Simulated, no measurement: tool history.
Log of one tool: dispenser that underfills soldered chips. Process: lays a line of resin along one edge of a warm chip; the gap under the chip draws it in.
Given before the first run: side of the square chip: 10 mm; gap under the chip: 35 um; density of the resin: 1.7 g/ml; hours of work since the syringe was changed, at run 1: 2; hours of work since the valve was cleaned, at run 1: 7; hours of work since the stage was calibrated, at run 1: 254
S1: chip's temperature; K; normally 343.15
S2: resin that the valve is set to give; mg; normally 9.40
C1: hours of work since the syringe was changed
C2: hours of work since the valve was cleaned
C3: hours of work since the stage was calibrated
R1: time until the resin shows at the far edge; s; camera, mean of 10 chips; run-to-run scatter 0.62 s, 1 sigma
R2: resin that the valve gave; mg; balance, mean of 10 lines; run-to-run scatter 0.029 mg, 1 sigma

Run 1, hour 0.0: usual settings; C1 2; C2 7; C3 254. Result: R1 61.2 s, R2 9.35 mg.
At hour 10.9: new syringe of resin.
Run 2, hour 10.9: usual settings; C1 0; C2 15; C3 262. Result: R1 51.0 s, R2 9.32 mg.
Run 3, hour 20.4: usual settings; C1 7; C2 22; C3 269. Result: R1 93.9 s, R2 9.35 mg.
At hour 24.6: new syringe of resin.
Run 4, hour 31.8: usual settings; C1 5; C2 30; C3 278. Result: R1 82.2 s, R2 9.40 mg.
At hour 38.1: new syringe of resin.
Run 5, hour 38.6: usual settings; C1 0; C2 35; C3 283. Result: R1 51.7 s, R2 9.34 mg.
Run 6, hour 49.1: usual settings but S1 346.15 K; C1 8; C2 43; C3 290. Result: R1 93.1 s, R2 9.34 mg.
At hour 51.7: new syringe of resin.
Run 7, hour 62.5: usual settings but S1 346.15 K; C1 8; C2 53; C3 300. Result: R1 92.1 s, R2 9.32 mg.
At hour 65.8: new syringe of resin.
Run 8, hour 74.7: usual settings but S2 9.24 mg; C1 7; C2 62; C3 309. Result: R1 92.0 s, R2 9.08 mg.
At hour 79.2: new syringe of resin.
Run 9, hour 85.0: usual settings but S2 9.24 mg; C1 4; C2 69; C3 317. Result: R1 74.6 s, R2 9.06 mg.
At hour 92.6: new syringe of resin.
Run 10, hour 97.5: usual settings; C1 4; C2 78; C3 326. Result: R1 68.3 s, R2 9.18 mg.
Run 11, hour 103.9: usual settings but S2 8.65 mg; C1 8; C2 83; C3 330. Result: R1 103.6 s, R2 8.42 mg.
At hour 105.9: new syringe of resin.
Run 12, hour 112.7: usual settings but S1 345.15 K; C1 5; C2 89; C3 337. Result: R1 73.4 s, R2 9.17 mg.
At hour 119.2: new syringe of resin.
Run 13, hour 122.2: usual settings but S1 345.15 K; C1 2; C2 96; C3 344. Result: R1 57.5 s, R2 9.18 mg.
At hour 133.2: new syringe of resin.
Run 14, hour 134.2: usual settings but S1 345.15 K; C1 1; C2 105; C3 352. Result: R1 52.0 s, R2 9.20 mg.
At hour 147.0: new syringe of resin.
Run 15, hour 147.5: usual settings but S1 345.15 K; C1 0; C2 115; C3 362. Result: R1 49.4 s, R2 9.13 mg.
Run 16, hour 154.2: usual settings; C1 5; C2 120; C3 367. Result: R1 83.3 s, R2 9.04 mg.
At hour 160.3: new syringe of resin.
Run 17, hour 166.5: usual settings but S1 332.15 K, S2 11.98 mg; C1 5; C2 129; C3 376. Result: R1 102.6 s, R2 11.51 mg.
At hour 169.8: dispensing valve cleaned and set on the balance.
At hour 174.8: new syringe of resin.
Run 18, hour 174.8: usual settings but S1 356.15 K, S2 8.70 mg; C1 0; C2 3; C3 381. Result: R1 36.0 s, R2 8.67 mg.
Run 19, hour 187.5: usual settings but S2 8.23 mg; C1 10; C2 13; C3 391. Result: R1 115.1 s, R2 8.23 mg.
At hour 188.6: new syringe of resin.
Run 20, hour 193.9: usual settings but S1 347.15 K, S2 9.61 mg; C1 4; C2 18; C3 395. Result: R1 63.2 s, R2 9.62 mg.
Run 21, hour 199.9: usual settings but S1 347.15 K, S2 9.61 mg; C1 8; C2 22; C3 400. Result: R1 92.4 s, R2 9.58 mg.
At hour 202.1: new syringe of resin.
At hour 204.2: stage's temperature calibrated.
Run 22, hour 208.3: usual settings but S2 8.40 mg; C1 4; C2 27; C3 3. Result: R1 76.4 s, R2 8.33 mg.
At hour 217.0: new syringe of resin.
Run 23, hour 220.9: usual settings but S1 356.15 K, S2 11.98 mg; C1 3; C2 37; C3 12. Result: R1 47.0 s, R2 11.86 mg.
Run 24, hour 228.8: usual settings but S1 356.15 K, S2 11.98 mg; C1 9; C2 42; C3 18. Result: R1 78.0 s, R2 11.85 mg.
At hour 230.9: new syringe of resin.
Run 25, hour 235.7: usual settings but S1 349.15 K, S2 9.50 mg; C1 4; C2 47; C3 23. Result: R1 61.1 s, R2 9.36 mg.
Run 26, hour 241.5: usual settings but S1 338.15 K, S2 11.40 mg; C1 8; C2 52; C3 27. Result: R1 123.1 s, R2 11.22 mg.
At hour 244.6: new syringe of resin.
Run 27, hour 255.2: usual settings but S1 338.15 K, S2 11.40 mg; C1 8; C2 62; C3 37. Result: R1 121.4 s, R2 11.20 mg.
At hour 258.0: new syringe of resin.
Run 28, hour 262.3: usual settings but S1 338.15 K, S2 11.40 mg; C1 3; C2 67; C3 42. Result: R1 81.6 s, R2 11.17 mg.
At hour 271.2: new syringe of resin.
Run 29, hour 273.9: usual settings but S1 338.15 K, S2 11.40 mg; C1 2; C2 75; C3 51. Result: R1 73.2 s, R2 11.23 mg.
At hour 285.1: new syringe of resin.
Run 30, hour 285.4: usual settings but S1 331.15 K, S2 9.85 mg; C1 0; C2 84; C3 59. Result: R1 78.5 s, R2 9.65 mg.
Run 31, hour 293.6: usual settings but S1 331.15 K, S2 9.85 mg; C1 6; C2 90; C3 65. Result: R1 133.3 s, R2 9.60 mg.

Some steps in R1 between neighbouring runs. How much of each would the tool show without its hidden state too (settings, what came in, random variation), and how much is left for the hidden state, with any gauge scatter that isn't in both results?
Unlogged tool condition in this case: resin's viscosity, % of fresh resin's; dose that the valve gives, % of what is set; true chip temperature over the reading, C; drift of the gauge itself on fill_s, %; drift of the gauge itself on given_mg, %.
Run 5 -> 6: S1 343.15 -> 346.15. R1 +41.4 s: hidden state +45.4, all else -4.0.
Run 17 -> 18: S1 332.15 -> 356.15, S2 11.98 -> 8.70, dispensing valve cleaned and set on the balance, new syringe of resin. R1 -66.6 s: hidden state -29.2, all else -37.4.
Run 18 -> 19: S1 356.15 -> 343.15, S2 8.70 -> 8.23. R1 +79.1 s: hidden state +62.5, all else +16.6.
Run 25 -> 26: S1 349.15 -> 338.15, S2 9.50 -> 11.40. R1 +62.0 s: hidden state +43.9, all else +18.1.
Run 30 -> 31: settings left as they were, no log entry in between. R1 +54.8 s: hidden state +54.5, all else +0.3.

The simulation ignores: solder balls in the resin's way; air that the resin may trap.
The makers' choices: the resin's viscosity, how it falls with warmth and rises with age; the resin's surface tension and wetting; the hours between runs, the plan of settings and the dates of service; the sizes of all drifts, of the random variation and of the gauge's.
